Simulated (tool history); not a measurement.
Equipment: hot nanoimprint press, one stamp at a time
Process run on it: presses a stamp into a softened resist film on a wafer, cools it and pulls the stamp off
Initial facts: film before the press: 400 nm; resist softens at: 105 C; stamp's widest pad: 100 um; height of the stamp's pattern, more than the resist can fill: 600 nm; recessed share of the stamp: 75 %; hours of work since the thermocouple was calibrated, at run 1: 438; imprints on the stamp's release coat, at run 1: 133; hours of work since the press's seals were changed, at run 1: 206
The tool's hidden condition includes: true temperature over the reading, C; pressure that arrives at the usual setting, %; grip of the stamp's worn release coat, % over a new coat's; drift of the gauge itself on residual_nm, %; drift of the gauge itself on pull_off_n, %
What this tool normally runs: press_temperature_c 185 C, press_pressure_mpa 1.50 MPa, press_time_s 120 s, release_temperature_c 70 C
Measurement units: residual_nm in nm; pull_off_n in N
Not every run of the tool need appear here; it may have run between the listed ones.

| run | hour | press_temperature_c | press_pressure_mpa | press_time_s | release_temperature_c | hours of work since the thermocouple was calibrated | imprints on the stamp's release coat | hours of work since the press's seals were changed | residual_nm | pull_off_n |
|---|---|---|---|---|---|---|---|---|---|---|
| 1 | 0.0 | 185 | 1.50 | 120 | 70 | 438 | 133 | 206 | 221.5 | 158 |
| 2 | 43.1 | 183 | 1.50 | 120 | 70 | 457 | 193 | 225 | 237.2 | 157 |
| 3 | 101.5 | 185 | 1.50 | 120 | 70 | 483 | 275 | 251 | 222.1 | 161 |
| 4 | 147.5 | 185 | 1.50 | 120 | 70 | 503 | 339 | 272 | 221.0 | 163 |
| 5 | 194.7 | 185 | 1.50 | 120 | 70 | 524 | 405 | 293 | 220.7 | 162 |
| 6 | 270.5 | 185 | 1.50 | 120 | 70 | 558 | 512 | 327 | 218.8 | 163 |
|  | 323.3 | plate thermocouple calibrated |
| 7 | 335.8 | 185 | 1.50 | 120 | 70 | 6 | 599 | 354 | 236.7 | 168 |
| 8 | 396.9 | 185 | 1.50 | 120 | 70 | 33 | 684 | 381 | 236.3 | 171 |
|  | 447.6 | stamp cleaned and given a new release coat |
| 9 | 479.1 | 185 | 1.50 | 120 | 70 | 67 | 44 | 415 | 234.9 | 159 |
| 10 | 526.7 | 185 | 1.50 | 112 | 70 | 88 | 110 | 437 | 239.2 | 160 |
| 11 | 604.4 | 185 | 1.50 | 112 | 70 | 123 | 219 | 471 | 239.4 | 161 |
| 12 | 674.6 | 177 | 1.47 | 120 | 71 | 154 | 317 | 503 | 301.3 | 162 |
| 13 | 751.6 | 177 | 1.47 | 120 | 71 | 188 | 425 | 537 | 299.9 | 165 |
| 14 | 819.6 | 177 | 1.47 | 120 | 71 | 218 | 520 | 567 | 302.9 | 164 |
| 15 | 853.3 | 178 | 0.99 | 163 | 67 | 233 | 567 | 582 | 305.2 | 172 |
| 16 | 916.8 | 185 | 1.50 | 65 | 70 | 262 | 656 | 610 | 271.9 | 170 |
|  | 989.6 | stamp cleaned and given a new release coat |
| 17 | 990.1 | 185 | 1.50 | 65 | 70 | 292 | 1 | 640 | 272.7 | 154 |
| 18 | 1032.6 | 175 | 1.56 | 65 | 70 | 311 | 60 | 659 | 343.2 | 156 |
| 19 | 1069.6 | 190 | 0.97 | 141 | 69 | 327 | 112 | 676 | 218.9 | 160 |
| 20 | 1151.6 | 190 | 0.97 | 141 | 77 | 364 | 226 | 712 | 218.6 | 150 |
| 21 | 1216.6 | 190 | 0.97 | 141 | 77 | 393 | 318 | 741 | 221.1 | 152 |

Here are 3 independent what-if runs from the current tool condition. What would each one return?
| A | 1285.9 | 185 | 1.50 | 107 | 70 | 424 | 414 | 772 | ? | ? |
| B | 1285.9 | 188 | 1.02 | 126 | 70 | 424 | 414 | 772 | ? | ? |
| C | 1285.9 | 192 | 1.34 | 130 | 70 | 424 | 414 | 772 | ? | ? |

| run | residual_nm | pull_off_n |
|---|---|---|
| A | 235.3 | 164 |
| B | 234.6 | 164 |
| C | 178.8 | 163 |
The same runs, with their run-to-run variation unchanged, on a tool lacking any hidden condition would have given:
| run | residual_nm | pull_off_n |
|---|---|---|
| A | 244.2 | 159 |
| B | 245.0 | 159 |
| C | 186.3 | 158 |

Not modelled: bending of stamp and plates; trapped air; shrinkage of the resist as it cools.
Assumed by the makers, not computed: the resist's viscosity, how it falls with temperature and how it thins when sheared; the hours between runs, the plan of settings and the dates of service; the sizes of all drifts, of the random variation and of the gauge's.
